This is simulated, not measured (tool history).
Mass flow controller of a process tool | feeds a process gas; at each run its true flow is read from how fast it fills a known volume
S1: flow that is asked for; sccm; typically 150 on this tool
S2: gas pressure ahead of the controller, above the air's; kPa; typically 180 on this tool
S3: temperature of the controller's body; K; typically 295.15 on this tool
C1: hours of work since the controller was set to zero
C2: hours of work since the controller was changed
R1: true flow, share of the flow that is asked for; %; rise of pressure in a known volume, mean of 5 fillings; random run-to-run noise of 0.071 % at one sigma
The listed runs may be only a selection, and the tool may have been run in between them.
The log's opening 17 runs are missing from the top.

run    hour   S1   S2      S3    C1    C2      R1
 18  2365.6  400  234  295.15  3154  3154  100.26
 19  2474.4  400  234  295.15  3205  3205  100.32
 20  2669.0  400  234  295.15  3295  3295  100.40
 21  2783.0  148  234  311.15  3348  3348   98.72
 22  2915.0  148  223  303.15  3409  3409   99.15
 23  3072.7  286  278  307.15  3482  3482   99.45
 24  3270.0   92  167  306.15  3574  3574   98.74
 25  3435.1   67  238  306.15  3650  3650   98.99
 26  3570.4  171  197  300.15  3713  3713   99.34
 27  3729.0  324  175  304.15  3787  3787   99.18
 28  3826.2   97  207  304.15  3832  3832   99.03
 29  3978.8   97  207  304.15  3903  3903   99.09
 30  4085.5   97  188  304.15  3952  3952   98.95
 31  4271.5  431  161  304.15  4038  4038   99.27
 32  4395.6   51  161  300.15  4096  4096   98.88
 33  4590.2   51  161  300.15  4186  4186   98.86
 34  4778.9  133  172  297.15  4274  4274   99.24
 35  4912.6  133  172  297.15  4336  4336   99.34

Below are 4 alternative next runs, each starting from the tool's condition after run 35. Predict each:
  A  5011.4  133  172  294.15  4381  4381   ?
  B  5011.4  133  261  297.15  4381  4381   ?
  C  5011.4  150  163  295.15  4381  4381   ?
  D  5011.4  267  180  295.15  4381  4381   ?

run     R1
  A  99.50
  B  99.86
  C  99.38
  D  99.92
Take away the tool's hidden state, keep each run's random variation, and the runs would have read:
run     R1
  A  99.50
  B  99.86
  C  99.38
  D  99.92

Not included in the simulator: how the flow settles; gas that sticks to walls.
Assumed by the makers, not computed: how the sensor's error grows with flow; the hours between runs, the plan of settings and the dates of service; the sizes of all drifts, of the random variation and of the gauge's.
